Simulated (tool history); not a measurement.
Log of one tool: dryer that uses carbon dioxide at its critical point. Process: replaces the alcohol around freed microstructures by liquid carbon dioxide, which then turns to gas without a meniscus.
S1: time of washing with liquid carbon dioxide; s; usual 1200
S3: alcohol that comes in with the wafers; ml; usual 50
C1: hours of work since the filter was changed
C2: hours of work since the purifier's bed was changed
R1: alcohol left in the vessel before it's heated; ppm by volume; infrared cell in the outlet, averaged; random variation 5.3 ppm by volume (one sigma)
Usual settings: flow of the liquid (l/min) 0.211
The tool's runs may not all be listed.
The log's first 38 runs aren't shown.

run 39 hour=423.3 | S1=720 flow_of_the_liquid_(l/min)=0.254 S3=41 | C1=214 C2=542 | R1=1102
run 40 hour=437.6 | S1=1080 flow_of_the_liquid_(l/min)=0.163 S3=41 | C1=223 C2=551 | R1=1366
-- hour=446.5 inlet filter changed
run 41 hour=449.6 | S1=1200 flow_of_the_liquid_(l/min)=0.288 S3=23 | C1=2 C2=558 | R1=94
run 42 hour=465.0 | S1=1200 flow_of_the_liquid_(l/min)=0.211 S3=40 | C1=12 C2=568 | R1=193
run 43 hour=475.1 | S1=1080 flow_of_the_liquid_(l/min)=0.329 S3=50 | C1=18 C2=574 | R1=104
run 44 hour=482.9 | S1=1080 flow_of_the_liquid_(l/min)=0.329 S3=50 | C1=24 C2=579 | R1=108
run 45 hour=491.1 | S1=1080 flow_of_the_liquid_(l/min)=0.151 S3=50 | C1=29 C2=585 | R1=1500
run 46 hour=504.5 | S1=1740 flow_of_the_liquid_(l/min)=0.211 S3=50 | C1=37 C2=593 | R1=110

4 ways to go on from here, each from the tool as it stands after run 46. What would each give?
run A hour=511.2 | S1=1500 flow_of_the_liquid_(l/min)=0.195 S3=50 | C1=42 C2=598 | R1=?
run B hour=511.2 | S1=960 flow_of_the_liquid_(l/min)=0.329 S3=84 | C1=42 C2=598 | R1=?
run C hour=511.2 | S1=1320 flow_of_the_liquid_(l/min)=0.211 S3=50 | C1=42 C2=598 | R1=?
run D hour=511.2 | S1=1260 flow_of_the_liquid_(l/min)=0.172 S3=74 | C1=42 C2=598 | R1=?

run=A R1=151
run=B R1=146
run=C R1=165
run=D R1=604
Without the tool's hidden state the same runs would have given:
run=A R1=47
run=B R1=42
run=C R1=59
run=D R1=449
